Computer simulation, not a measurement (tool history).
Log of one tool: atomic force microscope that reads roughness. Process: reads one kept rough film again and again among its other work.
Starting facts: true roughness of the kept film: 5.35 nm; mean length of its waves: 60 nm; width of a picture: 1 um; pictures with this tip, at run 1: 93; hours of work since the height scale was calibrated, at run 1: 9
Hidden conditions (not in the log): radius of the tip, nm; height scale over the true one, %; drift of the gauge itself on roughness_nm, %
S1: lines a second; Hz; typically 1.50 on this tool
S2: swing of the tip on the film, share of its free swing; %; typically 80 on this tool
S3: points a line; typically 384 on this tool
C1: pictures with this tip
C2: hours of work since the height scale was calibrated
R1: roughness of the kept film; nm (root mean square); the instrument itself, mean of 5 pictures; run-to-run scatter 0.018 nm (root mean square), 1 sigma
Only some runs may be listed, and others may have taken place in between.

run 1 day=0.000 | S1=1.50 S2=80 S3=384 | C1=93 C2=9 | R1=4.094
-- day=0.396 new tip fitted
run 2 day=1.621 | S1=3.00 S2=80 S3=384 | C1=32 C2=29 | R1=3.933
run 3 day=3.217 | S1=3.00 S2=80 S3=384 | C1=72 C2=50 | R1=3.769
-- day=4.279 new tip fitted
run 4 day=4.367 | S1=0.74 S2=80 S3=384 | C1=2 C2=65 | R1=4.768
run 5 day=5.733 | S1=1.50 S2=80 S3=755 | C1=37 C2=82 | R1=4.355
run 6 day=6.779 | S1=1.50 S2=80 S3=755 | C1=64 C2=96 | R1=4.201
run 7 day=7.833 | S1=0.87 S2=80 S3=384 | C1=90 C2=109 | R1=4.279
-- day=8.150 new tip fitted
run 8 day=9.512 | S1=1.50 S2=83 S3=384 | C1=35 C2=131 | R1=4.269
run 9 day=11.312 | S1=1.50 S2=83 S3=384 | C1=81 C2=154 | R1=4.078
-- day=12.096 new tip fitted
run 10 day=12.800 | S1=0.89 S2=80 S3=384 | C1=18 C2=173 | R1=4.617
run 11 day=14.817 | S1=0.89 S2=80 S3=384 | C1=69 C2=199 | R1=4.391
-- day=16.062 new tip fitted
run 12 day=16.125 | S1=1.50 S2=78 S3=384 | C1=1 C2=216 | R1=4.560
run 13 day=18.096 | S1=1.50 S2=78 S3=384 | C1=52 C2=241 | R1=4.338
run 14 day=19.888 | S1=3.50 S2=76 S3=384 | C1=97 C2=264 | R1=3.764
-- day=20.096 new tip fitted
-- day=20.138 height scale calibrated on a step standard
run 15 day=21.742 | S1=3.50 S2=76 S3=813 | C1=41 C2=21 | R1=3.938
run 16 day=23.250 | S1=3.50 S2=76 S3=813 | C1=79 C2=40 | R1=3.805
-- day=23.983 new tip fitted
run 17 day=24.912 | S1=3.50 S2=76 S3=813 | C1=23 C2=61 | R1=4.007
run 18 day=26.800 | S1=1.07 S2=60 S3=886 | C1=71 C2=86 | R1=4.596
-- day=27.950 new tip fitted
run 19 day=28.071 | S1=1.50 S2=74 S3=793 | C1=3 C2=102 | R1=4.610
run 20 day=30.025 | S1=1.50 S2=62 S3=431 | C1=53 C2=127 | R1=4.595
-- day=31.046 height scale calibrated on a step standard, once more
run 21 day=31.438 | S1=1.50 S2=87 S3=384 | C1=88 C2=5 | R1=3.948
-- day=31.946 new tip fitted
run 22 day=32.842 | S1=1.50 S2=87 S3=384 | C1=23 C2=23 | R1=4.208
run 23 day=34.046 | S1=1.50 S2=80 S3=861 | C1=54 C2=38 | R1=4.337

For each entry between runs, how does the tool's hidden state at the last listed run before it compare with that at the first listed run after it?
In the gap between runs 1 and 2: new tip fitted (day 0.396)
  radius of the tip, nm: 28.1 -> 15.7; height scale over the true one, %: -0.09 -> -0.07
  measured minus no-state result, R1: -0.415 -> -0.127 nm (root mean square)
In the gap between runs 3 and 4: new tip fitted (day 4.279)
  radius of the tip, nm: 23.5 -> 10.5; height scale over the true one, %: -0.04 -> -0.03
  measured minus no-state result, R1: -0.282 -> -0.014 nm (root mean square)
In the gap between runs 7 and 8: new tip fitted (day 8.150)
  radius of the tip, nm: 27.3 -> 17.2; height scale over the true one, %: 0.02 -> 0.05
  measured minus no-state result, R1: -0.408 -> -0.167 nm (root mean square)
In the gap between runs 9 and 10: new tip fitted (day 12.096)
  radius of the tip, nm: 25.8 -> 14; height scale over the true one, %: 0.07 -> 0.1
  measured minus no-state result, R1: -0.355 -> -0.098 nm (root mean square)
In the gap between runs 11 and 12: new tip fitted (day 16.062)
  radius of the tip, nm: 23.3 -> 10.8; height scale over the true one, %: 0.13 -> 0.15
  measured minus no-state result, R1: -0.318 -> -0.014 nm (root mean square)
In the gap between runs 14 and 15: new tip fitted (day 20.096); height scale calibrated on a step standard (day 20.138)
  radius of the tip, nm: 28 -> 18.3; height scale over the true one, %: 0.2 -> 0.3
  measured minus no-state result, R1: -0.368 -> -0.169 nm (root mean square)
In the gap between runs 16 and 17: new tip fitted (day 23.983)
  radius of the tip, nm: 25.2 -> 14.4; height scale over the true one, %: 0.33 -> 0.35
  measured minus no-state result, R1: -0.308 -> -0.083 nm (root mean square)
In the gap between runs 18 and 19: new tip fitted (day 27.950)
  radius of the tip, nm: 23 -> 10.8; height scale over the true one, %: 0.38 -> 0.4
  measured minus no-state result, R1: -0.314 -> -0.002 nm (root mean square)
In the gap between runs 20 and 21: height scale calibrated on a step standard, once more (day 31.046)
  radius of the tip, nm: 20 -> 26.4; height scale over the true one, %: 0.42 -> 0.16
  measured minus no-state result, R1: -0.233 -> -0.352 nm (root mean square)
In the gap between runs 21 and 22: new tip fitted (day 31.946)
  radius of the tip, nm: 26.4 -> 14.1; height scale over the true one, %: 0.16 -> 0.18
  measured minus no-state result, R1: -0.352 -> -0.087 nm (root mean square)

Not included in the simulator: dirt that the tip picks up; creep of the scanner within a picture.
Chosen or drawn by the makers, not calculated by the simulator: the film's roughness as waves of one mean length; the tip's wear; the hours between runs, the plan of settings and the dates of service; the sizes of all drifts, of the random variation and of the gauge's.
